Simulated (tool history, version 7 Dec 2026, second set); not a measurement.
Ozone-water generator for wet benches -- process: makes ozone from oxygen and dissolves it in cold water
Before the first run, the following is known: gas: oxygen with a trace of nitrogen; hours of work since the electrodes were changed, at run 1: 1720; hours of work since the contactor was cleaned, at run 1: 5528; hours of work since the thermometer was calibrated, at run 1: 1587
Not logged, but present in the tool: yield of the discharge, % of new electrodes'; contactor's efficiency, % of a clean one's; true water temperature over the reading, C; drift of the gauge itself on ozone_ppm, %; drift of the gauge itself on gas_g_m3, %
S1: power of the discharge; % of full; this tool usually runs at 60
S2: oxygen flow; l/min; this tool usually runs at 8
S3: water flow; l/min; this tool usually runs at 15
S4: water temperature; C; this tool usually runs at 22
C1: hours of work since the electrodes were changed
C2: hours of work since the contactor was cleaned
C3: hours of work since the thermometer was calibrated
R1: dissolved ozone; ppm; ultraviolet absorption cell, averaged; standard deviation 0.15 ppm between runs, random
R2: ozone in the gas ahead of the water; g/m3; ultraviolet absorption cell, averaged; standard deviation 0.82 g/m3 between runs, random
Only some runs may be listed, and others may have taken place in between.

run,hour,S1,S2,S3,S4,C1,C2,C3,R1,R2
1,0,60,8,15,22,1720,5528,1587,17.5,126.1
2,47.7,60,8,15,22,1749,5557,1617,17.1,125
3,91.3,60,8,15,22,1776,5584,1644,17.3,126.5
4,169.6,60,8,19,22,1825,5633,1692,14.5,126.7
5,210.4,82,8,19,22,1850,5658,1718,18.3,158.9
6,270.7,60,8,15,22,1887,5696,1755,17.2,125
7,321.1,47,8,15,22,1919,5727,1786,14.2,103
8,374.2,60,8,21,22,1952,5760,1819,13.2,124.8
9,413.5,60,8,21,22,1976,5784,1844,13.3,125.9
10,473.6,60,8,21,22,2013,5821,1881,13.4,124.8
11,541.5,60,8,21,22,2055,5863,1923,13.2,124.4
12,615.7,60,8,21,22,2101,5909,1969,13.3,124.2
# hour 621.1: water thermometer calibrated
13,677.3,60,8,10,22,2139,5947,35,21.6,125.5
14,757.2,60,8,15,22,2189,5997,84,17.1,123
15,814.1,60,10.67,15,22,2224,6032,120,15.5,102.4
16,875.5,60,4.91,15,22,2262,6070,158,19.3,170.8
# hour 925.1: water thermometer calibrated, once more
17,940.5,60,8,15,29,2302,6110,10,14.4,123.3
18,1001.7,96,14.31,14,19,2340,6148,47,22,120.8
19,1058.4,65,14.06,16,26,2375,6183,83,12.8,92.2
20,1111.1,60,8,18,19,2408,6216,115,15.7,123
21,1170.3,60,8,18,19,2444,6252,152,15.7,122.2
22,1211.1,60,8,18,19,2470,6278,177,15.4,124.1
23,1270.9,73,5.15,20,15,2507,6315,214,19,190.8
24,1321.8,54,5.15,11,24,2538,6346,246,21.1,149.9
25,1357.6,83,9.2,23,20,2560,6368,268,15.4,144.5
26,1407.9,83,9.2,23,20,2591,6400,299,15.4,141.9
27,1452.1,69,6.62,15,21,2619,6427,327,20,153.1
28,1507.6,69,6.62,15,21,2653,6461,361,19.9,154.4
29,1563.1,69,6.57,16,15,2688,6496,395,20.9,155.9
30,1619.3,61,4.3,23,25,2722,6531,430,12.4,186.3
31,1661.3,41,8.15,15,26,2749,6557,456,11.3,90.5
32,1706.1,50,8,22,22,2776,6584,484,10.7,107.1

Some steps in R1 between neighbouring runs. How much of each would the tool show without its hidden state too (settings, what came in, random variation), and how much is left for the hidden state, with any gauge scatter that isn't in both results?
Run 12 -> 13: S3 21 -> 10, water thermometer calibrated. R1 +8.3 ppm: hidden state -0.5, all else +8.8.
Run 17 -> 18: S1 60 -> 96, S2 8 -> 14.31, S3 15 -> 14, S4 29 -> 19. R1 +7.6 ppm: hidden state -1.3, all else +8.9.
Run 18 -> 19: S1 96 -> 65, S2 14.31 -> 14.06, S3 14 -> 16, S4 19 -> 26. R1 -9.2 ppm: hidden state +1.3, all else -10.5.
Run 29 -> 30: S1 69 -> 61, S2 6.57 -> 4.3, S3 16 -> 23, S4 15 -> 25. R1 -8.5 ppm: hidden state +1, all else -9.5.
